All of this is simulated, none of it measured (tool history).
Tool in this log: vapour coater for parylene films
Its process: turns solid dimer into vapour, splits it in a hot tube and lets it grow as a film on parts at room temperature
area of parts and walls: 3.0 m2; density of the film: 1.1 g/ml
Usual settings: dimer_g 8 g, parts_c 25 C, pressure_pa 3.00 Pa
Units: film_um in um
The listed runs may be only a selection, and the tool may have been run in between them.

run,day,dimer_g,parts_c,pressure_pa,film_um
1,0.000,8,25,3.00,1.10
2,0.362,8,25,3.00,1.13
3,0.858,8,25,3.00,1.10
4,1.221,8,25,3.00,1.09
5,1.604,8,19,3.00,1.44
6,2.033,8,19,3.00,1.44
7,2.412,8,19,3.00,1.45
8,3.100,8,19,3.00,1.40
9,3.442,8,19,3.00,1.43
10,3.962,8,25,3.00,1.08
11,4.662,8,25,3.00,1.09
12,5.246,8,25,3.00,1.09
13,5.896,8,25,3.00,1.07
14,6.533,7,26,3.05,0.91
15,6.921,7,26,3.05,0.90
16,7.596,12,19,6.58,1.91
17,7.979,12,19,6.58,1.89
18,8.504,6,25,2.67,0.81
19,9.058,6,25,2.67,0.79
20,9.771,6,27,2.67,0.74
21,10.308,9,19,2.67,1.57
22,11.004,9,23,5.90,1.17
23,11.529,4,29,4.14,0.41

Branching from run 23: 4 alternative next runs. What would each branch give?
A,12.008,4,24,4.14,?
B,12.008,8,31,4.14,?
C,12.008,8,20,3.00,?
D,12.008,8,25,3.00,?

run,film_um
A,0.50
B,0.77
C,1.28
D,1.05
Stripped of hidden state, with their random variation kept, the same runs would have yielded:
run,film_um
A,0.57
B,0.88
C,1.47
D,1.20

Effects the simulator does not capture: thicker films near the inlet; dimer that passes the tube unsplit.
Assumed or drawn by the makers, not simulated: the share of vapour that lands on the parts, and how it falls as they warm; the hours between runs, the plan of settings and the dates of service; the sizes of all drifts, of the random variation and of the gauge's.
